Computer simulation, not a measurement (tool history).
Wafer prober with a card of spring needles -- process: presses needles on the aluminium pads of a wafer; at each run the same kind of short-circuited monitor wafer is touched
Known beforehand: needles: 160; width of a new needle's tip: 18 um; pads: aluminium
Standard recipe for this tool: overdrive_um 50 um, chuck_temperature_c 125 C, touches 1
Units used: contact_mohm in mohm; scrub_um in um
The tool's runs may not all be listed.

run 1 hour=0.0 | overdrive_um=50 chuck_temperature_c=125 touches=1 | contact_mohm=314 scrub_um=13.15
run 2 hour=32.7 | overdrive_um=50 chuck_temperature_c=107 touches=1 | contact_mohm=332 scrub_um=13.15
run 3 hour=89.0 | overdrive_um=50 chuck_temperature_c=125 touches=1 | contact_mohm=285 scrub_um=13.02
run 4 hour=143.9 | overdrive_um=50 chuck_temperature_c=125 touches=1 | contact_mohm=318 scrub_um=13.46
run 5 hour=173.9 | overdrive_um=50 chuck_temperature_c=125 touches=1 | contact_mohm=193 scrub_um=13.49
run 6 hour=215.6 | overdrive_um=50 chuck_temperature_c=32 touches=1 | contact_mohm=337 scrub_um=13.49
run 7 hour=287.8 | overdrive_um=50 chuck_temperature_c=125 touches=1 | contact_mohm=333 scrub_um=13.34
run 8 hour=349.1 | overdrive_um=50 chuck_temperature_c=125 touches=1 | contact_mohm=307 scrub_um=13.23
run 9 hour=414.7 | overdrive_um=50 chuck_temperature_c=125 touches=1 | contact_mohm=315 scrub_um=13.28
run 10 hour=444.8 | overdrive_um=50 chuck_temperature_c=27 touches=1 | contact_mohm=343 scrub_um=13.13
run 11 hour=504.7 | overdrive_um=50 chuck_temperature_c=27 touches=1 | contact_mohm=330 scrub_um=13.00
run 12 hour=564.4 | overdrive_um=50 chuck_temperature_c=83 touches=1 | contact_mohm=183 scrub_um=13.54
run 13 hour=617.3 | overdrive_um=37 chuck_temperature_c=125 touches=1 | contact_mohm=443 scrub_um=9.97
run 14 hour=663.9 | overdrive_um=37 chuck_temperature_c=125 touches=1 | contact_mohm=464 scrub_um=9.93
run 15 hour=719.9 | overdrive_um=37 chuck_temperature_c=125 touches=1 | contact_mohm=219 scrub_um=9.83
run 16 hour=783.4 | overdrive_um=37 chuck_temperature_c=73 touches=2 | contact_mohm=372 scrub_um=9.77
run 17 hour=839.8 | overdrive_um=50 chuck_temperature_c=125 touches=1 | contact_mohm=267 scrub_um=13.10
run 18 hour=907.3 | overdrive_um=49 chuck_temperature_c=59 touches=1 | contact_mohm=256 scrub_um=12.74
run 19 hour=961.9 | overdrive_um=49 chuck_temperature_c=59 touches=1 | contact_mohm=363 scrub_um=12.85
run 20 hour=1005.5 | overdrive_um=31 chuck_temperature_c=101 touches=1 | contact_mohm=578 scrub_um=8.49
run 21 hour=1046.8 | overdrive_um=31 chuck_temperature_c=101 touches=1 | contact_mohm=615 scrub_um=8.32
run 22 hour=1079.1 | overdrive_um=50 chuck_temperature_c=83 touches=1 | contact_mohm=346 scrub_um=13.55
run 23 hour=1122.2 | overdrive_um=43 chuck_temperature_c=108 touches=3 | contact_mohm=270 scrub_um=11.55
run 24 hour=1164.6 | overdrive_um=43 chuck_temperature_c=66 touches=1 | contact_mohm=420 scrub_um=11.43
run 25 hour=1206.4 | overdrive_um=43 chuck_temperature_c=66 touches=1 | contact_mohm=392 scrub_um=11.37
run 26 hour=1277.1 | overdrive_um=54 chuck_temperature_c=81 touches=2 | contact_mohm=269 scrub_um=14.24
run 27 hour=1314.8 | overdrive_um=34 chuck_temperature_c=125 touches=1 | contact_mohm=464 scrub_um=8.83
run 28 hour=1373.3 | overdrive_um=50 chuck_temperature_c=49 touches=1 | contact_mohm=183 scrub_um=13.00
run 29 hour=1407.6 | overdrive_um=36 chuck_temperature_c=125 touches=1 | contact_mohm=556 scrub_um=9.24

Put back what was entered between runs (65 entries, withheld): which listed runs does each sit between, and how does the hidden state differ from the listed run before to the listed run after?
Between runs 1 and 2: tips cleaned on abrasive film (hour 13.2)
  debris on the tips, nm: 126 -> 141.8; way that the needles fall short of the set height, um: 1.71 -> 1.83; tips' diameter, um: 19.33 -> 19.37
  difference, measured minus the result without the unlogged condition, contact_mohm: +137 -> +159 mohm; scrub_um: -0.47 -> -0.50 um
Between runs 2 and 3: tips cleaned on abrasive film (hour 37.8); tips cleaned on abrasive film (hour 59.7); tips cleaned on abrasive film (hour 83.0)
  debris on the tips, nm: 141.8 -> 92.8; way that the needles fall short of the set height, um: 1.83 -> 2.21; tips' diameter, um: 19.37 -> 19.5
  difference, measured minus the result without the unlogged condition, contact_mohm: +159 -> +107 mohm; scrub_um: -0.50 -> -0.60 um
Between runs 3 and 4: height of the first contact set anew (hour 101.5); tips cleaned on abrasive film (hour 105.0); tips cleaned on abrasive film (hour 127.8)
  debris on the tips, nm: 92.8 -> 136.2; way that the needles fall short of the set height, um: 2.21 -> 0.25; tips' diameter, um: 19.5 -> 19.59
  difference, measured minus the result without the unlogged condition, contact_mohm: +107 -> +142 mohm; scrub_um: -0.60 -> -0.07 um
Between runs 4 and 5: tips cleaned on abrasive film (hour 152.4); tips cleaned on abrasive film (hour 173.9)
  debris on the tips, nm: 136.2 -> 10.4; way that the needles fall short of the set height, um: 0.25 -> 0.52; tips' diameter, um: 19.59 -> 19.69
  difference, measured minus the result without the unlogged condition, contact_mohm: +142 -> +14 mohm; scrub_um: -0.07 -> -0.14 um
Between runs 5 and 6: tips cleaned on abrasive film (hour 197.0)
  debris on the tips, nm: 10.4 -> 139.9; way that the needles fall short of the set height, um: 0.52 -> 0.61; tips' diameter, um: 19.69 -> 19.72
  difference, measured minus the result without the unlogged condition, contact_mohm: +14 -> +177 mohm; scrub_um: -0.14 -> -0.16 um
Between runs 6 and 7: tips cleaned on abrasive film (hour 220.1); tips cleaned on abrasive film (hour 243.6); tips cleaned on abrasive film (hour 268.4)
  debris on the tips, nm: 139.9 -> 140.5; way that the needles fall short of the set height, um: 0.61 -> 1.02; tips' diameter, um: 19.72 -> 19.86
  difference, measured minus the result without the unlogged condition, contact_mohm: +177 -> +156 mohm; scrub_um: -0.16 -> -0.28 um
Between runs 7 and 8: tips cleaned on abrasive film (hour 292.9); tips cleaned on abrasive film (hour 316.4); tips cleaned on abrasive film (hour 339.8)
  debris on the tips, nm: 140.5 -> 114.7; way that the needles fall short of the set height, um: 1.02 -> 1.33; tips' diameter, um: 19.86 -> 19.97
  difference, measured minus the result without the unlogged condition, contact_mohm: +156 -> +131 mohm; scrub_um: -0.28 -> -0.36 um
Between runs 8 and 9: tips cleaned on abrasive film (hour 363.3); tips cleaned on abrasive film (hour 384.2); tips cleaned on abrasive film (hour 405.7)
  debris on the tips, nm: 114.7 -> 118.4; way that the needles fall short of the set height, um: 1.33 -> 1.66; tips' diameter, um: 19.97 -> 20.09
  difference, measured minus the result without the unlogged condition, contact_mohm: +131 -> +139 mohm; scrub_um: -0.36 -> -0.45 um
Between runs 9 and 10: tips cleaned on abrasive film (hour 426.8)
  debris on the tips, nm: 118.4 -> 139.1; way that the needles fall short of the set height, um: 1.66 -> 1.75; tips' diameter, um: 20.09 -> 20.12
  difference, measured minus the result without the unlogged condition, contact_mohm: +139 -> +188 mohm; scrub_um: -0.45 -> -0.48 um
Between runs 10 and 11: tips cleaned on abrasive film (hour 448.6); tips cleaned on abrasive film (hour 470.3); tips cleaned on abrasive film (hour 494.8)
  debris on the tips, nm: 139.1 -> 121; way that the needles fall short of the set height, um: 1.75 -> 2.08; tips' diameter, um: 20.12 -> 20.23
  difference, measured minus the result without the unlogged condition, contact_mohm: +188 -> +171 mohm; scrub_um: -0.48 -> -0.56 um
Between runs 11 and 12: tips cleaned on abrasive film (hour 518.5); tips cleaned on abrasive film (hour 542.0); height of the first contact set anew (hour 552.3); tips cleaned on abrasive film (hour 564.4)
  debris on the tips, nm: 121 -> 7.8; way that the needles fall short of the set height, um: 2.08 -> 0.15; tips' diameter, um: 20.23 -> 20.36
  difference, measured minus the result without the unlogged condition, contact_mohm: +171 -> +13 mohm; scrub_um: -0.56 -> -0.04 um
Between runs 12 and 13: tips cleaned on abrasive film (hour 585.1); tips cleaned on abrasive film (hour 609.3)
  debris on the tips, nm: 7.8 -> 120.9; way that the needles fall short of the set height, um: 0.15 -> 0.35; tips' diameter, um: 20.36 -> 20.44
  difference, measured minus the result without the unlogged condition, contact_mohm: +13 -> +250 mohm; scrub_um: -0.04 -> -0.10 um
Between runs 13 and 14: tips cleaned on abrasive film (hour 630.3); tips cleaned on abrasive film (hour 651.7)
  debris on the tips, nm: 120.9 -> 129.6; way that the needles fall short of the set height, um: 0.35 -> 0.57; tips' diameter, um: 20.44 -> 20.51
  difference, measured minus the result without the unlogged condition, contact_mohm: +250 -> +273 mohm; scrub_um: -0.10 -> -0.16 um
Between runs 14 and 15: tips cleaned on abrasive film (hour 672.3); tips cleaned on abrasive film (hour 695.5); tips cleaned on abrasive film (hour 719.9)
  debris on the tips, nm: 129.6 -> 12.7; way that the needles fall short of the set height, um: 0.57 -> 0.93; tips' diameter, um: 20.51 -> 20.64
  difference, measured minus the result without the unlogged condition, contact_mohm: +273 -> +33 mohm; scrub_um: -0.16 -> -0.26 um
Between runs 15 and 16: tips cleaned on abrasive film (hour 744.0); tips cleaned on abrasive film (hour 768.4)
  debris on the tips, nm: 12.7 -> 138.5; way that the needles fall short of the set height, um: 0.93 -> 1.21; tips' diameter, um: 20.64 -> 20.74
  difference, measured minus the result without the unlogged condition, contact_mohm: +33 -> +199 mohm; scrub_um: -0.26 -> -0.33 um
Between runs 16 and 17: tips cleaned on abrasive film (hour 793.0); tips cleaned on abrasive film (hour 813.8); tips cleaned on abrasive film (hour 837.1)
  debris on the tips, nm: 138.5 -> 69.4; way that the needles fall short of the set height, um: 1.21 -> 1.62; tips' diameter, um: 20.74 -> 20.88
  difference, measured minus the result without the unlogged condition, contact_mohm: +199 -> +90 mohm; scrub_um: -0.33 -> -0.44 um
Between runs 17 and 18: tips cleaned on abrasive film (hour 858.4); tips cleaned on abrasive film (hour 880.7); tips cleaned on abrasive film (hour 904.9)
  debris on the tips, nm: 69.4 -> 60.2; way that the needles fall short of the set height, um: 1.62 -> 1.98; tips' diameter, um: 20.88 -> 21
  difference, measured minus the result without the unlogged condition, contact_mohm: +90 -> +92 mohm; scrub_um: -0.44 -> -0.54 um
Between runs 18 and 19: tips cleaned on abrasive film (hour 926.7); tips cleaned on abrasive film (hour 949.4)
  debris on the tips, nm: 60.2 -> 132.1; way that the needles fall short of the set height, um: 1.98 -> 2.18; tips' diameter, um: 21 -> 21.07
  difference, measured minus the result without the unlogged condition, contact_mohm: +92 -> +199 mohm; scrub_um: -0.54 -> -0.59 um
Between runs 19 and 20: tips cleaned on abrasive film (hour 970.3); tips cleaned on abrasive film (hour 992.5); height of the first contact set anew (hour 1002.8)
  debris on the tips, nm: 132.1 -> 126.3; way that the needles fall short of the set height, um: 2.18 -> 0; tips' diameter, um: 21.07 -> 21.14
  difference, measured minus the result without the unlogged condition, contact_mohm: +199 -> +389 mohm; scrub_um: -0.59 -> +0.00 um
Between runs 20 and 21: tips cleaned on abrasive film (hour 1013.1); tips cleaned on abrasive film (hour 1036.1)
  debris on the tips, nm: 126.3 -> 134.2; way that the needles fall short of the set height, um: 0 -> 0.25; tips' diameter, um: 21.14 -> 21.23
  difference, measured minus the result without the unlogged condition, contact_mohm: +389 -> +425 mohm; scrub_um: +0.00 -> -0.07 um
Between runs 21 and 22: tips cleaned on abrasive film (hour 1060.5)
  debris on the tips, nm: 134.2 -> 138.4; way that the needles fall short of the set height, um: 0.25 -> 0.39; tips' diameter, um: 21.23 -> 21.28
  difference, measured minus the result without the unlogged condition, contact_mohm: +425 -> +180 mohm; scrub_um: -0.07 -> -0.11 um
Between runs 22 and 23: tips cleaned on abrasive film (hour 1082.3); tips cleaned on abrasive film (hour 1102.8)
  debris on the tips, nm: 138.4 -> 138.8; way that the needles fall short of the set height, um: 0.39 -> 0.63; tips' diameter, um: 21.28 -> 21.36
  difference, measured minus the result without the unlogged condition, contact_mohm: +180 -> +91 mohm; scrub_um: -0.11 -> -0.17 um
Between runs 23 and 24: tips cleaned on abrasive film (hour 1126.2); tips cleaned on abrasive film (hour 1150.7)
  debris on the tips, nm: 138.8 -> 134.9; way that the needles fall short of the set height, um: 0.63 -> 0.85; tips' diameter, um: 21.36 -> 21.44
  difference, measured minus the result without the unlogged condition, contact_mohm: +91 -> +252 mohm; scrub_um: -0.17 -> -0.23 um
Between runs 24 and 25: tips cleaned on abrasive film (hour 1173.9); tips cleaned on abrasive film (hour 1195.2)
  debris on the tips, nm: 134.9 -> 117.6; way that the needles fall short of the set height, um: 0.85 -> 1.08; tips' diameter, um: 21.44 -> 21.52
  difference, measured minus the result without the unlogged condition, contact_mohm: +252 -> +225 mohm; scrub_um: -0.23 -> -0.29 um
Between runs 25 and 26: tips cleaned on abrasive film (hour 1218.4); tips cleaned on abrasive film (hour 1238.8); tips cleaned on abrasive film (hour 1262.1)
  debris on the tips, nm: 117.6 -> 136.5; way that the needles fall short of the set height, um: 1.08 -> 1.4; tips' diameter, um: 21.52 -> 21.63
  difference, measured minus the result without the unlogged condition, contact_mohm: +225 -> +103 mohm; scrub_um: -0.29 -> -0.39 um
Between runs 26 and 27: tips cleaned on abrasive film (hour 1286.2); tips cleaned on abrasive film (hour 1308.6)
  debris on the tips, nm: 136.5 -> 90.5; way that the needles fall short of the set height, um: 1.4 -> 1.7; tips' diameter, um: 21.63 -> 21.74
  difference, measured minus the result without the unlogged condition, contact_mohm: +103 -> +270 mohm; scrub_um: -0.39 -> -0.46 um
Between runs 27 and 28: tips cleaned on abrasive film (hour 1331.1); tips cleaned on abrasive film (hour 1352.9); tips cleaned on abrasive film (hour 1373.3)
  debris on the tips, nm: 90.5 -> 9.3; way that the needles fall short of the set height, um: 1.7 -> 2.09; tips' diameter, um: 21.74 -> 21.87
  difference, measured minus the result without the unlogged condition, contact_mohm: +270 -> +20 mohm; scrub_um: -0.46 -> -0.57 um
Between runs 28 and 29: tips cleaned on abrasive film (hour 1396.2)
  debris on the tips, nm: 9.3 -> 132.3; way that the needles fall short of the set height, um: 2.09 -> 2.22; tips' diameter, um: 21.87 -> 21.92
  difference, measured minus the result without the unlogged condition, contact_mohm: +20 -> +366 mohm; scrub_um: -0.57 -> -0.61 um
